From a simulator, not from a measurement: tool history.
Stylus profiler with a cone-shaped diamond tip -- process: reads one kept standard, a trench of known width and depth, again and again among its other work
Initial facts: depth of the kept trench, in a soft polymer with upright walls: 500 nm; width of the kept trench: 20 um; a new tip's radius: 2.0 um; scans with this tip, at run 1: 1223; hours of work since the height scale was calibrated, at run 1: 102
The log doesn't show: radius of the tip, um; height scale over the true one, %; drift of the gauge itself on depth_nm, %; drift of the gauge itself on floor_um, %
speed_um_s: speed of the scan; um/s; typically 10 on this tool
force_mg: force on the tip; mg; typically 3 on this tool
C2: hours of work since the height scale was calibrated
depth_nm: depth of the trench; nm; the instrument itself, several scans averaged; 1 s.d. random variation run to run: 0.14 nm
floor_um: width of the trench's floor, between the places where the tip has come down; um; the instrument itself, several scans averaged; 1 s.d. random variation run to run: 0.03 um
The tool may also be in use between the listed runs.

run 1 hour=0 | speed_um_s=10 force_mg=3 | scans_with_this_tip=1223 C2=102 | depth_nm=506.04 floor_um=16.99
run 2 hour=59.5 | speed_um_s=12 force_mg=3 | scans_with_this_tip=1730 C2=144 | depth_nm=505.83 floor_um=16.91
run 3 hour=119.2 | speed_um_s=10 force_mg=7.42 | scans_with_this_tip=2238 C2=186 | depth_nm=511.04 floor_um=16.8
run 4 hour=181.8 | speed_um_s=10 force_mg=7.42 | scans_with_this_tip=2770 C2=231 | depth_nm=510.84 floor_um=16.69
run 5 hour=248.3 | speed_um_s=10 force_mg=7.42 | scans_with_this_tip=3336 C2=278 | depth_nm=510.79 floor_um=16.53
run 6 hour=339.6 | speed_um_s=3 force_mg=3 | scans_with_this_tip=4114 C2=342 | depth_nm=505.44 floor_um=16.43
run 7 hour=419.6 | speed_um_s=3 force_mg=3 | scans_with_this_tip=4795 C2=399 | depth_nm=505.32 floor_um=16.29
run 8 hour=483.1 | speed_um_s=19 force_mg=3 | scans_with_this_tip=5334 C2=444 | depth_nm=505.1 floor_um=16.09
run 9 hour=537.6 | speed_um_s=19 force_mg=3 | scans_with_this_tip=5798 C2=483 | depth_nm=505.12 floor_um=16.04
run 10 hour=604.5 | speed_um_s=19 force_mg=3 | scans_with_this_tip=6367 C2=530 | depth_nm=504.91 floor_um=15.92
-- hour=611.1 height scale calibrated on a step standard
run 11 hour=677.1 | speed_um_s=19 force_mg=3 | scans_with_this_tip=6981 C2=47 | depth_nm=503.8 floor_um=15.77
run 12 hour=749 | speed_um_s=10 force_mg=3 | scans_with_this_tip=7593 C2=98 | depth_nm=503.89 floor_um=15.73
run 13 hour=835.8 | speed_um_s=10 force_mg=3 | scans_with_this_tip=8332 C2=159 | depth_nm=503.46 floor_um=15.57
-- hour=900.3 height scale calibrated on a step standard, once more
run 14 hour=900.3 | speed_um_s=10 force_mg=3 | scans_with_this_tip=8876 C2=0 | depth_nm=506.48 floor_um=15.53
run 15 hour=967.5 | speed_um_s=10 force_mg=3 | scans_with_this_tip=9448 C2=48 | depth_nm=506.54 floor_um=15.39
-- hour=1037.1 new tip fitted, height scale calibrated
run 16 hour=1038 | speed_um_s=39 force_mg=1.11 | scans_with_this_tip=7 C2=1 | depth_nm=503.49 floor_um=17.06
run 17 hour=1124.1 | speed_um_s=11 force_mg=1.05 | scans_with_this_tip=740 C2=62 | depth_nm=503.01 floor_um=17.05
run 18 hour=1195.5 | speed_um_s=26 force_mg=3.23 | scans_with_this_tip=1348 C2=112 | depth_nm=506.66 floor_um=16.85
run 19 hour=1259.6 | speed_um_s=2 force_mg=4.49 | scans_with_this_tip=1893 C2=158 | depth_nm=507.94 floor_um=16.85
run 20 hour=1307.8 | speed_um_s=8 force_mg=2.31 | scans_with_this_tip=2304 C2=192 | depth_nm=504.99 floor_um=16.77
run 21 hour=1370.9 | speed_um_s=8 force_mg=2.31 | scans_with_this_tip=2841 C2=236 | depth_nm=505.37 floor_um=16.61
run 22 hour=1460.7 | speed_um_s=24 force_mg=1.22 | scans_with_this_tip=3605 C2=300 | depth_nm=502.79 floor_um=16.33
run 23 hour=1524.3 | speed_um_s=13 force_mg=2.76 | scans_with_this_tip=4146 C2=345 | depth_nm=505.43 floor_um=16.33

For run 24, what comes out?
run 24 hour=1598.1 | speed_um_s=10 force_mg=1.38 | scans_with_this_tip=4774 C2=397 | depth_nm=? floor_um=?

depth_nm: 503.16 nm
floor_um: 16.22 um
On a tool with no hidden condition, and with the same random variation, this run would have come out at depth_nm 503.86 nm, floor_um 17.3 um.
